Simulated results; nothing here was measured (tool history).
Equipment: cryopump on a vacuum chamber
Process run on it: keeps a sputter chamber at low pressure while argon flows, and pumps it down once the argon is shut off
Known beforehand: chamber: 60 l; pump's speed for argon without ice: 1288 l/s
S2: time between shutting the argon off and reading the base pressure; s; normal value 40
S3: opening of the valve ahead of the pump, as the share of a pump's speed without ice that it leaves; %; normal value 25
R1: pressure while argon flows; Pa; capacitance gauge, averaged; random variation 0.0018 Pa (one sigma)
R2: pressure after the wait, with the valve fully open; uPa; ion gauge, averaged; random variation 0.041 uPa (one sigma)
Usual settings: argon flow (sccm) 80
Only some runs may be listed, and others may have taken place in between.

{"run": 1, "hour": 0.0, "argon flow (sccm)": 80, "S2": 40, "S3": 25, "R1": 0.4333, "R2": 2.72}
{"run": 2, "hour": 29.5, "argon flow (sccm)": 105, "S2": 40, "S3": 25, "R1": 0.5654, "R2": 2.61}
{"run": 3, "hour": 77.6, "argon flow (sccm)": 105, "S2": 40, "S3": 25, "R1": 0.5715, "R2": 2.76}
{"run": 4, "hour": 126.5, "argon flow (sccm)": 105, "S2": 40, "S3": 25, "R1": 0.5748, "R2": 2.75}
{"run": 5, "hour": 182.2, "argon flow (sccm)": 124, "S2": 40, "S3": 25, "R1": 0.6831, "R2": 2.76}
{"run": 6, "hour": 207.4, "argon flow (sccm)": 124, "S2": 40, "S3": 25, "R1": 0.6891, "R2": 2.72}
{"run": 7, "hour": 250.3, "argon flow (sccm)": 80, "S2": 298, "S3": 25, "R1": 0.4499, "R2": 0.95}
{"run": 8, "hour": 301.3, "argon flow (sccm)": 80, "S2": 60, "S3": 25, "R1": 0.4529, "R2": 2.17}
{"run": 9, "hour": 332.3, "argon flow (sccm)": 80, "S2": 60, "S3": 25, "R1": 0.4539, "R2": 2.14}
{"run": 10, "hour": 375.5, "argon flow (sccm)": 78, "S2": 40, "S3": 25, "R1": 0.4447, "R2": 2.88}
{"run": 11, "hour": 422.6, "argon flow (sccm)": 78, "S2": 40, "S3": 25, "R1": 0.4481, "R2": 2.92}
{"run": 12, "hour": 472.6, "argon flow (sccm)": 80, "S2": 40, "S3": 44, "R1": 0.283, "R2": 3.0}
{"run": 13, "hour": 504.0, "argon flow (sccm)": 80, "S2": 40, "S3": 52, "R1": 0.2493, "R2": 3.11}
{"run": 14, "hour": 538.0, "argon flow (sccm)": 71, "S2": 172, "S3": 23, "R1": 0.4543, "R2": 1.47}
{"run": 15, "hour": 577.2, "argon flow (sccm)": 65, "S2": 143, "S3": 29, "R1": 0.3402, "R2": 1.56}
{"hour": 607.6, "done": "pump warmed up, emptied and cooled again"}
{"run": 16, "hour": 632.9, "argon flow (sccm)": 65, "S2": 143, "S3": 29, "R1": 0.297, "R2": 1.28}
{"run": 17, "hour": 656.5, "argon flow (sccm)": 80, "S2": 140, "S3": 55, "R1": 0.1926, "R2": 1.34}
{"run": 18, "hour": 680.2, "argon flow (sccm)": 80, "S2": 140, "S3": 55, "R1": 0.1949, "R2": 1.28}
{"run": 19, "hour": 733.2, "argon flow (sccm)": 40, "S2": 140, "S3": 53, "R1": 0.103, "R2": 1.32}

Run 20, settings as shown, results not yet in. Your forecast:
{"run": 20, "hour": 772.6, "argon flow (sccm)": 40, "S2": 44, "S3": 53, "R1": "?", "R2": "?"}

Run 20 yielded R1 0.1038 Pa, R2 2.70 uPa.
If the tool had no hidden condition, the same run with the same run-to-run variation would have returned R1 0.0991 Pa, R2 2.19 uPa.
